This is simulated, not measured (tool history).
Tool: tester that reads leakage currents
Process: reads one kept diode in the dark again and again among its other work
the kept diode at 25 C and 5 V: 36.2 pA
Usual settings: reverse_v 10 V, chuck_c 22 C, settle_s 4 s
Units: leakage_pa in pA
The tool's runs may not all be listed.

{"run": 1, "day": 0.0, "reverse_v": 10, "chuck_c": 22, "settle_s": 4, "leakage_pa": 36.09}
{"run": 2, "day": 3.429, "reverse_v": 10, "chuck_c": 22, "settle_s": 0.6, "leakage_pa": 37.79}
{"run": 3, "day": 6.454, "reverse_v": 10, "chuck_c": 22, "settle_s": 4, "leakage_pa": 36}
{"run": 4, "day": 9.85, "reverse_v": 10, "chuck_c": 22, "settle_s": 4, "leakage_pa": 36.02}
{"run": 5, "day": 12.071, "reverse_v": 10, "chuck_c": 22, "settle_s": 4, "leakage_pa": 35.93}
{"run": 6, "day": 14.171, "reverse_v": 10, "chuck_c": 22, "settle_s": 4, "leakage_pa": 35.9}
{"run": 7, "day": 16.162, "reverse_v": 10, "chuck_c": 22, "settle_s": 4, "leakage_pa": 36.25}
{"run": 8, "day": 18.975, "reverse_v": 10, "chuck_c": 22, "settle_s": 4, "leakage_pa": 36.19}
{"run": 9, "day": 22.533, "reverse_v": 10, "chuck_c": 22, "settle_s": 4, "leakage_pa": 35.99}
{"run": 10, "day": 25.583, "reverse_v": 10, "chuck_c": 22, "settle_s": 4, "leakage_pa": 35.99}
{"run": 11, "day": 28.717, "reverse_v": 10, "chuck_c": 22, "settle_s": 4, "leakage_pa": 35.76}
{"run": 12, "day": 30.771, "reverse_v": 10, "chuck_c": 22, "settle_s": 4, "leakage_pa": 36}
{"run": 13, "day": 33.875, "reverse_v": 10, "chuck_c": 22, "settle_s": 4, "leakage_pa": 36.05}
{"run": 14, "day": 37.071, "reverse_v": 10, "chuck_c": 22, "settle_s": 4, "leakage_pa": 36.09}
{"run": 15, "day": 40.192, "reverse_v": 10, "chuck_c": 22, "settle_s": 4, "leakage_pa": 35.97}
{"run": 16, "day": 42.758, "reverse_v": 10, "chuck_c": 22, "settle_s": 5.5, "leakage_pa": 35.94}
{"run": 17, "day": 44.617, "reverse_v": 10, "chuck_c": 22, "settle_s": 4, "leakage_pa": 35.86}
{"run": 18, "day": 46.258, "reverse_v": 10, "chuck_c": 22, "settle_s": 4, "leakage_pa": 36.15}
{"run": 19, "day": 48.704, "reverse_v": 10, "chuck_c": 26, "settle_s": 4, "leakage_pa": 51.09}
{"run": 20, "day": 51.896, "reverse_v": 10, "chuck_c": 26, "settle_s": 4, "leakage_pa": 50.91}
{"run": 21, "day": 54.15, "reverse_v": 3.4, "chuck_c": 44, "settle_s": 1.53, "leakage_pa": 149.46}
{"run": 22, "day": 57.404, "reverse_v": 5, "chuck_c": 44, "settle_s": 4.64, "leakage_pa": 172.46}
{"run": 23, "day": 58.908, "reverse_v": 5, "chuck_c": 44, "settle_s": 4.64, "leakage_pa": 172.36}
{"run": 24, "day": 60.846, "reverse_v": 5.4, "chuck_c": 22, "settle_s": 2.56, "leakage_pa": 28.93}
{"run": 25, "day": 63.079, "reverse_v": 5.4, "chuck_c": 22, "settle_s": 2.56, "leakage_pa": 29.02}
{"run": 26, "day": 64.867, "reverse_v": 5.9, "chuck_c": 27, "settle_s": 1.98, "leakage_pa": 46.18}
{"run": 27, "day": 67.579, "reverse_v": 2, "chuck_c": 51, "settle_s": 0.75, "leakage_pa": 211.43}
{"run": 28, "day": 70.7, "reverse_v": 4.2, "chuck_c": 25, "settle_s": 2.85, "leakage_pa": 34.28}
{"run": 29, "day": 73.729, "reverse_v": 2.8, "chuck_c": 22, "settle_s": 4, "leakage_pa": 22.75}
{"run": 30, "day": 76.583, "reverse_v": 2.8, "chuck_c": 22, "settle_s": 4, "leakage_pa": 22.9}
{"run": 31, "day": 78.846, "reverse_v": 1, "chuck_c": 46, "settle_s": 8.76, "leakage_pa": 113.94}
{"run": 32, "day": 82.383, "reverse_v": 1, "chuck_c": 46, "settle_s": 8.76, "leakage_pa": 113.23}
{"run": 33, "day": 84.433, "reverse_v": 1, "chuck_c": 46, "settle_s": 8.76, "leakage_pa": 113.5}
{"run": 34, "day": 87.104, "reverse_v": 2.5, "chuck_c": 22, "settle_s": 2.32, "leakage_pa": 21.96}
{"run": 35, "day": 88.679, "reverse_v": 2.7, "chuck_c": 37, "settle_s": 1.46, "leakage_pa": 79.68}
{"run": 36, "day": 90.483, "reverse_v": 11.4, "chuck_c": 42, "settle_s": 1.3, "leakage_pa": 197.81}
{"run": 37, "day": 94.033, "reverse_v": 11.4, "chuck_c": 42, "settle_s": 1.3, "leakage_pa": 198.21}
{"run": 38, "day": 95.612, "reverse_v": 4, "chuck_c": 42, "settle_s": 1.3, "leakage_pa": 135.87}
{"run": 39, "day": 98.738, "reverse_v": 4, "chuck_c": 42, "settle_s": 1.3, "leakage_pa": 136.14}
{"run": 40, "day": 102.304, "reverse_v": 4, "chuck_c": 42, "settle_s": 1.3, "leakage_pa": 136.04}

Measured less the same run without the tool's hidden state. The same run-to-run variation is in both; the gauge's scatter may not be:
The hidden state here: stray current of the dirty probe card, pA a volt; current scale over the true one, %; true chuck temperature over the reading, C; drift of the gauge itself on leakage_pa, %.
run=1 leakage_pa=+0.03
run=2 leakage_pa=+0.03
run=3 leakage_pa=+0.04
run=4 leakage_pa=+0.04
run=5 leakage_pa=+0.04
run=6 leakage_pa=+0.05
run=7 leakage_pa=+0.04
run=8 leakage_pa=+0.04
run=9 leakage_pa=+0.04
run=10 leakage_pa=+0.05
run=11 leakage_pa=+0.05
run=12 leakage_pa=+0.06
run=13 leakage_pa=+0.05
run=14 leakage_pa=+0.06
run=15 leakage_pa=+0.06
run=16 leakage_pa=+0.07
run=17 leakage_pa=+0.07
run=18 leakage_pa=+0.06
run=19 leakage_pa=+0.08
run=20 leakage_pa=+0.08
run=21 leakage_pa=+0.13
run=22 leakage_pa=+0.16
run=23 leakage_pa=+0.17
run=24 leakage_pa=+0.05
run=25 leakage_pa=+0.05
run=26 leakage_pa=+0.07
run=27 leakage_pa=+0.2
run=28 leakage_pa=+0.05
run=29 leakage_pa=+0.03
run=30 leakage_pa=+0.04
run=31 leakage_pa=+0.12
run=32 leakage_pa=+0.13
run=33 leakage_pa=+0.14
run=34 leakage_pa=+0.04
run=35 leakage_pa=+0.11
run=36 leakage_pa=+0.29
run=37 leakage_pa=+0.29
run=38 leakage_pa=+0.19
run=39 leakage_pa=+0.2
run=40 leakage_pa=+0.2

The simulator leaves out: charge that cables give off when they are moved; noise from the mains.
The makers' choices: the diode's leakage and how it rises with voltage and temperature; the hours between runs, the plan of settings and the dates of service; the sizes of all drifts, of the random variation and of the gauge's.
